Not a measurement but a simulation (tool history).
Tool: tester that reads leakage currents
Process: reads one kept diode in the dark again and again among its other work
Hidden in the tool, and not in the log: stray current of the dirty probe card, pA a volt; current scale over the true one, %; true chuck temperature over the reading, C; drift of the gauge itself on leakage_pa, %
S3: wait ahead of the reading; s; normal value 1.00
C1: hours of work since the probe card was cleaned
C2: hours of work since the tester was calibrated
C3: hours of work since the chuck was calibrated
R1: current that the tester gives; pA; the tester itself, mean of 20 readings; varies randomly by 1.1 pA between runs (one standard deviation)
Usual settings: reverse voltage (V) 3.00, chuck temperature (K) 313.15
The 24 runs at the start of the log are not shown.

run 25 day=62.396 | reverse_voltage_(V)=1.03 chuck_temperature_(K)=314.15 S3=2.70 | C1=914 C2=2102 C3=378 | R1=253.54
run 26 day=64.342 | reverse_voltage_(V)=3.00 chuck_temperature_(K)=305.15 S3=1.00 | C1=937 C2=2125 C3=400 | R1=180.40
run 27 day=67.358 | reverse_voltage_(V)=5.36 chuck_temperature_(K)=305.15 S3=1.00 | C1=972 C2=2160 C3=435 | R1=229.30
run 28 day=68.962 | reverse_voltage_(V)=3.28 chuck_temperature_(K)=313.15 S3=1.00 | C1=991 C2=2179 C3=454 | R1=370.33
run 29 day=72.279 | reverse_voltage_(V)=16.93 chuck_temperature_(K)=303.15 S3=4.13 | C1=1030 C2=2218 C3=493 | R1=305.44
-- day=73.579 probe card cleaned and baked
run 30 day=74.479 | reverse_voltage_(V)=3.15 chuck_temperature_(K)=303.15 S3=0.55 | C1=11 C2=2242 C3=517 | R1=155.94
run 31 day=76.746 | reverse_voltage_(V)=3.00 chuck_temperature_(K)=320.15 S3=2.72 | C1=37 C2=2268 C3=544 | R1=631.64
run 32 day=78.179 | reverse_voltage_(V)=3.00 chuck_temperature_(K)=320.15 S3=2.72 | C1=54 C2=2285 C3=560 | R1=630.91
run 33 day=79.742 | reverse_voltage_(V)=3.20 chuck_temperature_(K)=313.15 S3=0.49 | C1=72 C2=2303 C3=579 | R1=365.90

Run 34, settings as shown, results not yet in. Your forecast:
run 34 day=81.179 | reverse_voltage_(V)=6.85 chuck_temperature_(K)=319.15 S3=0.69 | C1=89 C2=2320 C3=595 | R1=?

{"run 34": {"R1": 813.34}}
Take away the tool's hidden state, keep the run-to-run variation as it was, and the same run would have given R1 814.04 pA.
